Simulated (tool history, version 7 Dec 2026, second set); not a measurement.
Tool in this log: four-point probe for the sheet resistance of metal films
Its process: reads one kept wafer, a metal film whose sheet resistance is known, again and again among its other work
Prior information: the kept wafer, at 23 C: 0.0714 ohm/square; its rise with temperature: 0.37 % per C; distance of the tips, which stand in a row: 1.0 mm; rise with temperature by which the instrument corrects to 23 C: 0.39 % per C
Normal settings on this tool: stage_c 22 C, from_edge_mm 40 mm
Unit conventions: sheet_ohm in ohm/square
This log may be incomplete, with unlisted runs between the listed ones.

Run 1, hour 0.0: usual settings. Result: sheet_ohm 0.072246 ohm/square.
Run 2, hour 79.3: usual settings. Result: sheet_ohm 0.072271 ohm/square.
Run 3, hour 165.1: usual settings. Result: sheet_ohm 0.072260 ohm/square.
Run 4, hour 233.9: usual settings. Result: sheet_ohm 0.072293 ohm/square.
Run 5, hour 310.1: usual settings. Result: sheet_ohm 0.072306 ohm/square.
Run 6, hour 373.7: usual settings. Result: sheet_ohm 0.072309 ohm/square.
Run 7, hour 436.5: usual settings. Result: sheet_ohm 0.072332 ohm/square.
Run 8, hour 510.1: usual settings. Result: sheet_ohm 0.072329 ohm/square.
At hour 529.9: new probe head fitted.
Run 9, hour 583.9: usual settings but stage_c 26 C. Result: sheet_ohm 0.071760 ohm/square.
Run 10, hour 661.5: usual settings but stage_c 26 C. Result: sheet_ohm 0.071790 ohm/square.
Run 11, hour 737.2: usual settings but from_edge_mm 4 mm. Result: sheet_ohm 0.074179 ohm/square.
Run 12, hour 794.7: usual settings but from_edge_mm 4 mm. Result: sheet_ohm 0.074184 ohm/square.
Run 13, hour 879.5: usual settings but from_edge_mm 4 mm. Result: sheet_ohm 0.074211 ohm/square.
Run 14, hour 938.5: usual settings but from_edge_mm 4 mm. Result: sheet_ohm 0.074211 ohm/square.
Run 15, hour 997.8: usual settings but from_edge_mm 4 mm. Result: sheet_ohm 0.074236 ohm/square.
Run 16, hour 1086.7: usual settings but from_edge_mm 3 mm. Result: sheet_ohm 0.075919 ohm/square.
Run 17, hour 1163.9: usual settings but from_edge_mm 3 mm. Result: sheet_ohm 0.075932 ohm/square.
Run 18, hour 1239.4: usual settings but stage_c 35 C. Result: sheet_ohm 0.071763 ohm/square.
Run 19, hour 1320.5: usual settings but from_edge_mm 4 mm. Result: sheet_ohm 0.074296 ohm/square.
Run 20, hour 1416.4: usual settings but from_edge_mm 4 mm. Result: sheet_ohm 0.074315 ohm/square.
Run 21, hour 1467.8: usual settings but stage_c 31 C, from_edge_mm 8 mm. Result: sheet_ohm 0.072415 ohm/square.

Forecast run 22:
Run 22, hour 1556.4: usual settings but stage_c 20 C, from_edge_mm 8 mm. Result: sheet_ohm ?.

{"run 22": {"sheet_ohm": 0.072631}}
Had the tool carried no hidden state, the very same run would have given sheet_ohm 0.072060 ohm/square.

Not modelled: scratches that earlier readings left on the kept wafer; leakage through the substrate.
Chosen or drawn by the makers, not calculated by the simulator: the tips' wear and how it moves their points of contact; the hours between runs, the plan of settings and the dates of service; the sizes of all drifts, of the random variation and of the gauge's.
